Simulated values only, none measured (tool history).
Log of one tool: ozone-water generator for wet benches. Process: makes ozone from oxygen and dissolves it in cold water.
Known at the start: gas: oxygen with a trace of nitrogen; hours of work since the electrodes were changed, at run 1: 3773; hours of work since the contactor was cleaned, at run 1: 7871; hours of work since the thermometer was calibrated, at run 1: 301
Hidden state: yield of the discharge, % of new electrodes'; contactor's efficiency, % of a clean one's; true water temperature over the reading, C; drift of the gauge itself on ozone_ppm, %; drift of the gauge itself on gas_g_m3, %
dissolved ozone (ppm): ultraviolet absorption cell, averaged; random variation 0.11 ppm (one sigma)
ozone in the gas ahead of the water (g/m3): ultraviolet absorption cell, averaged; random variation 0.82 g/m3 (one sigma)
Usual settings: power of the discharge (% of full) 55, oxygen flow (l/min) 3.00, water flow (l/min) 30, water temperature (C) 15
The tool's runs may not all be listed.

run,day,power of the discharge (% of full),oxygen flow (l/min),water flow (l/min),water temperature (C),hours of work since the electrodes were changed,hours of work since the contactor was cleaned,hours of work since the thermometer was calibrated,dissolved ozone (ppm),ozone in the gas ahead of the water (g/m3)
1,0.000,55,3.00,30,15,3773,7871,301,6.5,125.1
2,3.808,55,3.00,30,8,3848,7947,376,6.6,125.4
3,8.246,55,3.00,30,8,3936,8035,464,6.8,124.1
4,12.017,44,3.00,30,8,4010,8109,539,5.9,110.1
5,14.475,55,3.00,30,15,4059,8158,587,6.5,124.3
6,20.433,55,3.00,30,9,4177,8276,705,6.7,123.0
7,24.200,55,3.00,30,15,4251,8350,780,6.5,122.9
8,29.538,55,3.00,30,15,4357,8456,885,6.4,123.6
9,32.612,55,5.17,30,15,4418,8517,946,8.1,105.1
10,35.975,55,5.17,30,15,4484,8583,1013,8.1,105.2
11,41.558,53,5.17,30,15,4595,8694,1123,7.8,102.1
12,46.808,53,5.17,30,15,4698,8797,1227,7.9,102.9
13,52.196,53,5.17,30,15,4805,8904,1333,7.8,103.3
# day 52.567: water thermometer calibrated
14,56.550,53,5.17,30,15,4891,8990,79,7.5,101.6
15,60.162,80,4.11,18,13,4962,9061,150,15.3,139.1
16,65.658,74,3.00,30,12,5071,9170,259,7.5,145.4
17,70.658,74,3.00,30,12,5170,9269,358,7.4,142.3
18,74.567,74,3.00,30,12,5247,9346,435,7.5,144.3
# day 75.738: water thermometer calibrated, once more
19,80.346,66,3.00,30,15,5361,9460,91,7.0,136.2
20,86.329,99,3.00,23,15,5479,9578,210,11.6,169.0
21,89.496,99,3.00,23,15,5542,9641,272,11.4,166.7
22,92.596,99,3.00,23,15,5603,9702,333,11.5,167.4
23,95.262,55,2.13,36,15,5656,9755,386,4.2,136.2
24,98.283,55,2.13,36,15,5716,9815,446,4.2,136.1
25,101.592,81,3.98,28,21,5781,9880,511,8.8,139.3
26,106.004,52,3.00,30,15,5868,9967,599,5.8,117.0

Forecast run 27:
27,109.683,41,4.50,24,17,5941,10040,671,?,?

dissolved ozone (ppm): 7.8
ozone in the gas ahead of the water (g/m3): 91.6
Without the tool's hidden state the same run would have given dissolved ozone (ppm) 9.1, ozone in the gas ahead of the water (g/m3) 97.2.
